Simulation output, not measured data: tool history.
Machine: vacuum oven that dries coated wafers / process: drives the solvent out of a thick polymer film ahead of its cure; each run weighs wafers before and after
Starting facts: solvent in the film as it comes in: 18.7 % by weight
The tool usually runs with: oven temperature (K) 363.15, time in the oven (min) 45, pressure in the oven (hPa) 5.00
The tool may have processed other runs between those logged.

{"run": 1, "day": 0.0, "oven temperature (K)": 363.15, "time in the oven (min)": 45, "pressure in the oven (hPa)": 5.0, "solvent left in the film (%)": 1.244}
{"run": 2, "day": 3.058, "oven temperature (K)": 363.15, "time in the oven (min)": 30, "pressure in the oven (hPa)": 5.0, "solvent left in the film (%)": 2.739}
{"run": 3, "day": 5.092, "oven temperature (K)": 373.15, "time in the oven (min)": 45, "pressure in the oven (hPa)": 5.0, "solvent left in the film (%)": 0.298}
{"run": 4, "day": 7.667, "oven temperature (K)": 373.15, "time in the oven (min)": 45, "pressure in the oven (hPa)": 5.0, "solvent left in the film (%)": 0.312}
{"run": 5, "day": 10.025, "oven temperature (K)": 373.15, "time in the oven (min)": 45, "pressure in the oven (hPa)": 5.0, "solvent left in the film (%)": 0.292}
{"run": 6, "day": 13.896, "oven temperature (K)": 363.15, "time in the oven (min)": 45, "pressure in the oven (hPa)": 5.0, "solvent left in the film (%)": 1.234}
{"run": 7, "day": 17.338, "oven temperature (K)": 363.15, "time in the oven (min)": 45, "pressure in the oven (hPa)": 5.0, "solvent left in the film (%)": 1.239}
{"run": 8, "day": 20.412, "oven temperature (K)": 363.15, "time in the oven (min)": 52, "pressure in the oven (hPa)": 5.0, "solvent left in the film (%)": 0.868}
{"run": 9, "day": 22.6, "oven temperature (K)": 363.15, "time in the oven (min)": 45, "pressure in the oven (hPa)": 5.0, "solvent left in the film (%)": 1.246}
{"run": 10, "day": 24.325, "oven temperature (K)": 363.15, "time in the oven (min)": 45, "pressure in the oven (hPa)": 5.0, "solvent left in the film (%)": 1.227}
{"run": 11, "day": 26.875, "oven temperature (K)": 363.15, "time in the oven (min)": 45, "pressure in the oven (hPa)": 5.0, "solvent left in the film (%)": 1.236}
{"run": 12, "day": 28.946, "oven temperature (K)": 363.15, "time in the oven (min)": 45, "pressure in the oven (hPa)": 5.0, "solvent left in the film (%)": 1.26}
{"run": 13, "day": 31.583, "oven temperature (K)": 363.15, "time in the oven (min)": 45, "pressure in the oven (hPa)": 5.0, "solvent left in the film (%)": 1.232}
{"run": 14, "day": 35.338, "oven temperature (K)": 363.15, "time in the oven (min)": 45, "pressure in the oven (hPa)": 5.0, "solvent left in the film (%)": 1.235}
{"run": 15, "day": 37.954, "oven temperature (K)": 363.15, "time in the oven (min)": 45, "pressure in the oven (hPa)": 5.0, "solvent left in the film (%)": 1.23}
{"run": 16, "day": 40.917, "oven temperature (K)": 366.15, "time in the oven (min)": 45, "pressure in the oven (hPa)": 5.0, "solvent left in the film (%)": 0.819}
{"run": 17, "day": 44.067, "oven temperature (K)": 366.15, "time in the oven (min)": 45, "pressure in the oven (hPa)": 6.71, "solvent left in the film (%)": 0.876}
{"run": 18, "day": 46.8, "oven temperature (K)": 363.15, "time in the oven (min)": 48, "pressure in the oven (hPa)": 5.0, "solvent left in the film (%)": 1.073}
{"run": 19, "day": 50.2, "oven temperature (K)": 353.15, "time in the oven (min)": 41, "pressure in the oven (hPa)": 14.29, "solvent left in the film (%)": 4.45}
{"run": 20, "day": 53.792, "oven temperature (K)": 358.15, "time in the oven (min)": 80, "pressure in the oven (hPa)": 7.28, "solvent left in the film (%)": 0.739}
{"run": 21, "day": 56.175, "oven temperature (K)": 349.15, "time in the oven (min)": 31, "pressure in the oven (hPa)": 5.0, "solvent left in the film (%)": 6.852}
{"run": 22, "day": 58.633, "oven temperature (K)": 377.15, "time in the oven (min)": 30, "pressure in the oven (hPa)": 5.32, "solvent left in the film (%)": 0.488}
{"run": 23, "day": 60.533, "oven temperature (K)": 374.15, "time in the oven (min)": 30, "pressure in the oven (hPa)": 5.32, "solvent left in the film (%)": 0.747}
{"run": 24, "day": 63.208, "oven temperature (K)": 373.15, "time in the oven (min)": 45, "pressure in the oven (hPa)": 16.51, "solvent left in the film (%)": 0.606}
{"run": 25, "day": 65.592, "oven temperature (K)": 363.15, "time in the oven (min)": 35, "pressure in the oven (hPa)": 2.92, "solvent left in the film (%)": 2.014}
{"run": 26, "day": 67.271, "oven temperature (K)": 363.15, "time in the oven (min)": 26, "pressure in the oven (hPa)": 2.92, "solvent left in the film (%)": 3.353}
{"run": 27, "day": 69.092, "oven temperature (K)": 363.15, "time in the oven (min)": 26, "pressure in the oven (hPa)": 4.74, "solvent left in the film (%)": 3.399}
{"run": 28, "day": 72.538, "oven temperature (K)": 363.15, "time in the oven (min)": 26, "pressure in the oven (hPa)": 4.74, "solvent left in the film (%)": 3.402}
{"run": 29, "day": 75.062, "oven temperature (K)": 371.15, "time in the oven (min)": 36, "pressure in the oven (hPa)": 5.0, "solvent left in the film (%)": 0.707}
{"run": 30, "day": 77.208, "oven temperature (K)": 371.15, "time in the oven (min)": 36, "pressure in the oven (hPa)": 5.0, "solvent left in the film (%)": 0.71}
{"run": 31, "day": 79.246, "oven temperature (K)": 371.15, "time in the oven (min)": 36, "pressure in the oven (hPa)": 5.0, "solvent left in the film (%)": 0.722}
{"run": 32, "day": 82.967, "oven temperature (K)": 371.15, "time in the oven (min)": 36, "pressure in the oven (hPa)": 5.0, "solvent left in the film (%)": 0.725}
{"run": 33, "day": 87.054, "oven temperature (K)": 371.15, "time in the oven (min)": 22, "pressure in the oven (hPa)": 5.0, "solvent left in the film (%)": 2.164}
{"run": 34, "day": 90.679, "oven temperature (K)": 360.15, "time in the oven (min)": 72, "pressure in the oven (hPa)": 5.0, "solvent left in the film (%)": 0.614}
{"run": 35, "day": 92.742, "oven temperature (K)": 360.15, "time in the oven (min)": 72, "pressure in the oven (hPa)": 8.12, "solvent left in the film (%)": 0.745}

The log once held 2 entries between its listed runs, left out of this copy. Where does each go, and what is different about the tool's unlogged condition between the listed run before it and the listed run after it?
Between runs 16 and 17: oven's thermocouples calibrated (day 41.492)
  true wafer temperature over the reading, C: 0.02 -> 0.01
Between runs 32 and 33: vacuum gauge cleaned of residue and calibrated (day 86.229)
  true pressure over the reading, kPa: 0.004 -> 0
